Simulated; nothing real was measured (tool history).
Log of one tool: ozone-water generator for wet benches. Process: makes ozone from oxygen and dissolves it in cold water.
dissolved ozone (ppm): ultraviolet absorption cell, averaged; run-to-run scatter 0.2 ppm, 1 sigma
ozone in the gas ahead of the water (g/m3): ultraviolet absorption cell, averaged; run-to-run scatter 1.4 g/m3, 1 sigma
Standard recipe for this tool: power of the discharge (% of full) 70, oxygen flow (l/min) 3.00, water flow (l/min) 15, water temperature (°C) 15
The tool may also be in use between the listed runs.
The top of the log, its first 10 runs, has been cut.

run	day	power of the discharge (% of full)	oxygen flow (l/min)	water flow (l/min)	water temperature (°C)	hours of work since the electrodes were changed	hours of work since the contactor was cleaned	hours of work since the thermometer was calibrated	dissolved ozone (ppm)	ozone in the gas ahead of the water (g/m3)
11	58.079	70	3.03	15	15	5971	3403	4205	20.8	202.8
12	64.946	70	3.03	15	15	6135	3568	4369	20.6	199.8
13	68.350	52	3.00	15	15	6217	3649	4451	17.1	167.1
14	73.800	52	2.36	15	15	6348	3780	4582	17.0	195.8
# day 74.717: contactor cleaned
15	80.325	52	2.36	15	15	6500	134	4734	16.5	193.4
# day 84.167: water thermometer calibrated
16	84.475	70	3.00	15	15	6599	233	7	19.9	195.8
17	90.262	70	3.00	15	15	6738	372	146	19.7	196.4
18	95.675	70	4.27	15	15	6868	502	276	19.1	153.3
19	100.871	70	4.27	20	17	6992	626	400	14.3	152.7
20	106.888	70	2.38	23	17	7136	771	545	12.1	223.3
# day 111.142: contactor cleaned, once more
21	114.812	70	4.28	15	15	7322	88	731	19.9	153.3
22	118.458	70	3.00	15	21	7410	175	818	18.9	188.6
23	124.250	70	3.00	15	21	7549	314	957	18.9	186.8
24	129.912	70	1.54	11	14	7684	450	1093	25.7	290.1
25	134.679	70	1.54	11	14	7799	564	1207	25.6	286.5
26	138.550	70	1.54	11	14	7892	657	1300	25.6	280.7
# day 141.088: electrodes of the discharge changed
27	143.121	43	2.11	17	11	49	761	1403	17.2	228.6
28	146.629	43	2.11	17	11	133	845	1487	17.0	226.8
29	151.304	78	2.27	17	11	245	957	1600	27.2	342.1
30	157.767	85	1.80	16	18	400	1112	1754	28.3	422.2
31	162.688	43	2.83	15	14	518	1230	1872	19.0	184.8
32	167.071	70	4.29	17	15	623	1335	1977	23.7	202.0

What if the next run were any one of these 4? Each begins from the tool's condition after run 32:
A	172.696	57	3.00	22	15	758	1470	2112	?	?
B	172.696	70	4.29	11	15	758	1470	2112	?	?
C	172.696	70	1.75	17	15	758	1470	2112	?	?
D	172.696	51	2.77	17	21	758	1470	2112	?	?

run	dissolved ozone (ppm)	ozone in the gas ahead of the water (g/m3)
A	15.8	219.0
B	33.0	202.5
C	23.3	367.3
D	17.7	213.0
What these runs would have given with no unlogged condition in the tool:
run	dissolved ozone (ppm)	ozone in the gas ahead of the water (g/m3)
A	16.8	224.8
B	34.8	208.8
C	24.7	378.8
D	18.6	218.1
